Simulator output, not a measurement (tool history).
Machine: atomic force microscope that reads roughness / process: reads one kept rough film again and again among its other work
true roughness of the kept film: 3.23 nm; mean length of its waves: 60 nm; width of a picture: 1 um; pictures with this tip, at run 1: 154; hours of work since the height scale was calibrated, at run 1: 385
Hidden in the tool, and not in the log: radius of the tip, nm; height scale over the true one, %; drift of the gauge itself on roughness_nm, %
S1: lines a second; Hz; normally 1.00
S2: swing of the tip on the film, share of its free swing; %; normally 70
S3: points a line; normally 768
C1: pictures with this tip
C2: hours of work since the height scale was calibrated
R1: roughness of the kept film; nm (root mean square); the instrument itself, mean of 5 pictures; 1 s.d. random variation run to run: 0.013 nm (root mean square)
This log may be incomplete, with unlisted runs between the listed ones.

{"run": 1, "hour": 0.0, "S1": 1.0, "S2": 70, "S3": 768, "C1": 154, "C2": 385, "R1": 2.818}
{"run": 2, "hour": 23.6, "S1": 1.0, "S2": 70, "S3": 768, "C1": 172, "C2": 395, "R1": 2.778}
{"run": 3, "hour": 44.1, "S1": 1.0, "S2": 70, "S3": 768, "C1": 188, "C2": 404, "R1": 2.773}
{"run": 4, "hour": 71.7, "S1": 1.0, "S2": 70, "S3": 657, "C1": 209, "C2": 416, "R1": 2.749}
{"hour": 77.7, "done": "new tip fitted"}
{"run": 5, "hour": 93.8, "S1": 1.0, "S2": 70, "S3": 768, "C1": 12, "C2": 425, "R1": 2.997}
{"run": 6, "hour": 114.2, "S1": 1.0, "S2": 70, "S3": 768, "C1": 28, "C2": 433, "R1": 2.986}
{"run": 7, "hour": 134.1, "S1": 1.0, "S2": 70, "S3": 768, "C1": 43, "C2": 442, "R1": 2.935}
{"run": 8, "hour": 161.9, "S1": 1.0, "S2": 70, "S3": 768, "C1": 65, "C2": 453, "R1": 2.909}
{"run": 9, "hour": 191.4, "S1": 1.0, "S2": 70, "S3": 768, "C1": 88, "C2": 466, "R1": 2.899}
{"run": 10, "hour": 214.2, "S1": 1.0, "S2": 89, "S3": 768, "C1": 105, "C2": 475, "R1": 2.767}
{"run": 11, "hour": 228.6, "S1": 2.15, "S2": 89, "S3": 768, "C1": 116, "C2": 481, "R1": 2.538}
{"run": 12, "hour": 251.5, "S1": 2.15, "S2": 89, "S3": 768, "C1": 134, "C2": 491, "R1": 2.501}
{"run": 13, "hour": 265.6, "S1": 2.15, "S2": 89, "S3": 768, "C1": 145, "C2": 497, "R1": 2.484}
{"run": 14, "hour": 281.0, "S1": 1.0, "S2": 70, "S3": 768, "C1": 157, "C2": 503, "R1": 2.815}
{"run": 15, "hour": 302.5, "S1": 1.0, "S2": 70, "S3": 768, "C1": 174, "C2": 512, "R1": 2.773}
{"run": 16, "hour": 331.9, "S1": 1.0, "S2": 70, "S3": 768, "C1": 196, "C2": 525, "R1": 2.739}
{"run": 17, "hour": 349.4, "S1": 1.0, "S2": 70, "S3": 768, "C1": 210, "C2": 532, "R1": 2.737}
{"hour": 352.6, "done": "height scale calibrated on a step standard"}
{"hour": 355.3, "done": "new tip fitted"}
{"run": 18, "hour": 365.9, "S1": 1.0, "S2": 57, "S3": 768, "C1": 8, "C2": 5, "R1": 2.997}
{"run": 19, "hour": 391.9, "S1": 1.0, "S2": 70, "S3": 634, "C1": 29, "C2": 16, "R1": 2.951}
{"run": 20, "hour": 413.4, "S1": 1.0, "S2": 70, "S3": 768, "C1": 45, "C2": 25, "R1": 2.926}
{"run": 21, "hour": 438.8, "S1": 1.0, "S2": 70, "S3": 602, "C1": 65, "C2": 36, "R1": 2.888}
{"run": 22, "hour": 458.0, "S1": 2.03, "S2": 70, "S3": 768, "C1": 80, "C2": 44, "R1": 2.806}
{"run": 23, "hour": 472.2, "S1": 2.03, "S2": 70, "S3": 768, "C1": 91, "C2": 50, "R1": 2.777}
{"hour": 474.7, "done": "height scale calibrated on a step standard, once more"}
{"run": 24, "hour": 502.4, "S1": 1.0, "S2": 70, "S3": 768, "C1": 113, "C2": 12, "R1": 2.857}
{"run": 25, "hour": 525.5, "S1": 0.96, "S2": 70, "S3": 768, "C1": 131, "C2": 21, "R1": 2.848}
{"run": 26, "hour": 551.4, "S1": 0.96, "S2": 70, "S3": 768, "C1": 151, "C2": 32, "R1": 2.817}
{"run": 27, "hour": 567.7, "S1": 0.96, "S2": 70, "S3": 768, "C1": 164, "C2": 39, "R1": 2.828}
{"run": 28, "hour": 579.7, "S1": 0.68, "S2": 73, "S3": 579, "C1": 173, "C2": 44, "R1": 2.823}
{"run": 29, "hour": 595.9, "S1": 1.0, "S2": 62, "S3": 768, "C1": 186, "C2": 51, "R1": 2.813}
{"run": 30, "hour": 614.6, "S1": 1.0, "S2": 66, "S3": 757, "C1": 200, "C2": 59, "R1": 2.759}
{"hour": 631.3, "done": "new tip fitted"}
{"run": 31, "hour": 631.3, "S1": 1.0, "S2": 66, "S3": 757, "C1": 0, "C2": 66, "R1": 3.029}
{"run": 32, "hour": 660.4, "S1": 1.0, "S2": 66, "S3": 757, "C1": 22, "C2": 78, "R1": 2.997}
{"run": 33, "hour": 677.0, "S1": 1.0, "S2": 66, "S3": 757, "C1": 35, "C2": 85, "R1": 2.995}
{"run": 34, "hour": 693.0, "S1": 2.94, "S2": 70, "S3": 482, "C1": 47, "C2": 92, "R1": 2.812}
{"run": 35, "hour": 711.3, "S1": 1.0, "S2": 70, "S3": 762, "C1": 61, "C2": 99, "R1": 2.93}
{"run": 36, "hour": 724.0, "S1": 0.7, "S2": 68, "S3": 934, "C1": 71, "C2": 105, "R1": 2.98}
{"run": 37, "hour": 749.0, "S1": 1.27, "S2": 70, "S3": 768, "C1": 91, "C2": 115, "R1": 2.873}
{"run": 38, "hour": 763.6, "S1": 1.27, "S2": 71, "S3": 365, "C1": 102, "C2": 121, "R1": 2.861}
{"run": 39, "hour": 780.1, "S1": 1.27, "S2": 71, "S3": 365, "C1": 115, "C2": 128, "R1": 2.841}
{"run": 40, "hour": 796.3, "S1": 3.85, "S2": 67, "S3": 397, "C1": 127, "C2": 135, "R1": 2.701}
{"run": 41, "hour": 810.9, "S1": 1.55, "S2": 87, "S3": 489, "C1": 138, "C2": 141, "R1": 2.64}
{"run": 42, "hour": 825.1, "S1": 1.55, "S2": 87, "S3": 489, "C1": 149, "C2": 147, "R1": 2.623}
{"run": 43, "hour": 847.1, "S1": 1.55, "S2": 87, "S3": 489, "C1": 166, "C2": 156, "R1": 2.616}
{"run": 44, "hour": 862.0, "S1": 2.86, "S2": 86, "S3": 281, "C1": 178, "C2": 163, "R1": 2.413}
{"run": 45, "hour": 887.1, "S1": 0.68, "S2": 57, "S3": 341, "C1": 197, "C2": 173, "R1": 2.831}
{"hour": 908.1, "done": "new tip fitted"}
{"run": 46, "hour": 912.3, "S1": 1.25, "S2": 63, "S3": 417, "C1": 3, "C2": 183, "R1": 3.017}
{"run": 47, "hour": 926.8, "S1": 1.25, "S2": 89, "S3": 274, "C1": 15, "C2": 190, "R1": 2.822}
{"run": 48, "hour": 955.6, "S1": 1.25, "S2": 89, "S3": 274, "C1": 37, "C2": 202, "R1": 2.796}
{"run": 49, "hour": 980.4, "S1": 2.0, "S2": 70, "S3": 335, "C1": 56, "C2": 212, "R1": 2.852}
{"run": 50, "hour": 1009.0, "S1": 0.51, "S2": 80, "S3": 717, "C1": 78, "C2": 224, "R1": 2.921}
{"run": 51, "hour": 1033.3, "S1": 1.24, "S2": 70, "S3": 944, "C1": 97, "C2": 234, "R1": 2.874}
{"run": 52, "hour": 1054.7, "S1": 1.0, "S2": 75, "S3": 768, "C1": 114, "C2": 243, "R1": 2.833}
{"run": 53, "hour": 1084.0, "S1": 1.0, "S2": 65, "S3": 768, "C1": 136, "C2": 256, "R1": 2.845}

Some steps in R1 between neighbouring runs. How much of each would the tool show without its hidden state too (settings, what came in, random variation), and how much is left for the hidden state, with any gauge scatter that isn't in both results?
Run 4 -> 5: S3 657 -> 768, new tip fitted. R1 +0.248 nm (root mean square): hidden state +0.252, all else -0.004.
Run 13 -> 14: S1 2.15 -> 1.00, S2 89 -> 70. R1 +0.331 nm (root mean square): hidden state -0.043, all else +0.374.
Run 30 -> 31: new tip fitted. R1 +0.270 nm (root mean square): hidden state +0.270, all else +0.000.
Run 44 -> 45: S1 2.86 -> 0.68, S2 86 -> 57, S3 281 -> 341. R1 +0.418 nm (root mean square): hidden state -0.060, all else +0.478.
Run 45 -> 46: S1 0.68 -> 1.25, S2 57 -> 63, S3 341 -> 417, new tip fitted. R1 +0.186 nm (root mean square): hidden state +0.257, all else -0.071.
